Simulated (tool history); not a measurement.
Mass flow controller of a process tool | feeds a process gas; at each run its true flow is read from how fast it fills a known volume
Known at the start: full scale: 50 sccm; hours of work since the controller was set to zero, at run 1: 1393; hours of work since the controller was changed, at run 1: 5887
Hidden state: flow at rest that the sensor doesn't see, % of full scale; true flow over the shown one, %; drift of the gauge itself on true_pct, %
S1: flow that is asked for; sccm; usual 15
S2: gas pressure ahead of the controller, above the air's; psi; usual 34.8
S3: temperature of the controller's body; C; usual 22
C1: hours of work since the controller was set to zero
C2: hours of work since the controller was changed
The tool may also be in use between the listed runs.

Run 1, hour 0: usual settings; C1 1393; C2 5887. Result: true flow (%) 97.26.
Run 2, hour 170.3: usual settings; C1 1495; C2 5988. Result: true flow (%) 97.12.
Run 3, hour 426.8: usual settings; C1 1647; C2 6141. Result: true flow (%) 97.11.
Run 4, hour 666.3: usual settings; C1 1789; C2 6283. Result: true flow (%) 97.03.
Run 5, hour 933.6: usual settings but S3 33 C; C1 1948; C2 6442. Result: true flow (%) 98.09.
Run 6, hour 1107.8: usual settings but S1 6 sccm; C1 2052; C2 6546. Result: true flow (%) 95.62.
Run 7, hour 1409.6: usual settings but S1 6 sccm; C1 2231; C2 6725. Result: true flow (%) 95.36.
Run 8, hour 1613.7: usual settings but S1 6 sccm; C1 2352; C2 6846. Result: true flow (%) 95.29.
Run 9, hour 1827.2: usual settings but S2 25.7 psi; C1 2479; C2 6973. Result: true flow (%) 96.36.
Run 10, hour 2094.7: usual settings but S2 40.5 psi; C1 2638; C2 7132. Result: true flow (%) 96.56.
Run 11, hour 2266.4: usual settings but S2 40.5 psi; C1 2740; C2 7234. Result: true flow (%) 96.48.
Run 12, hour 2590.1: usual settings but S2 40.5 psi; C1 2933; C2 7426. Result: true flow (%) 96.4.
Run 13, hour 2846.5: usual settings but S2 21.8 psi, S3 23 C; C1 3085; C2 7579. Result: true flow (%) 95.98.
Run 14, hour 3124.1: usual settings but S2 33.8 psi, S3 26 C; C1 3250; C2 7744. Result: true flow (%) 96.39.
Run 15, hour 3434.1: usual settings but S2 33.8 psi, S3 26 C; C1 3434; C2 7928. Result: true flow (%) 96.28.
Run 16, hour 3641.5: usual settings but S1 20 sccm, S2 33.8 psi, S3 24 C; C1 3557; C2 8051. Result: true flow (%) 96.5.

Forecast run 17:
Run 17, hour 3919.9: usual settings but S1 20 sccm, S2 35.4 psi, S3 24 C; C1 3723; C2 8217. Result: true flow (%) ?.

Run 17 gave true flow (%) 96.48.
Without the tool's hidden state the same run would have given true flow (%) 99.75.
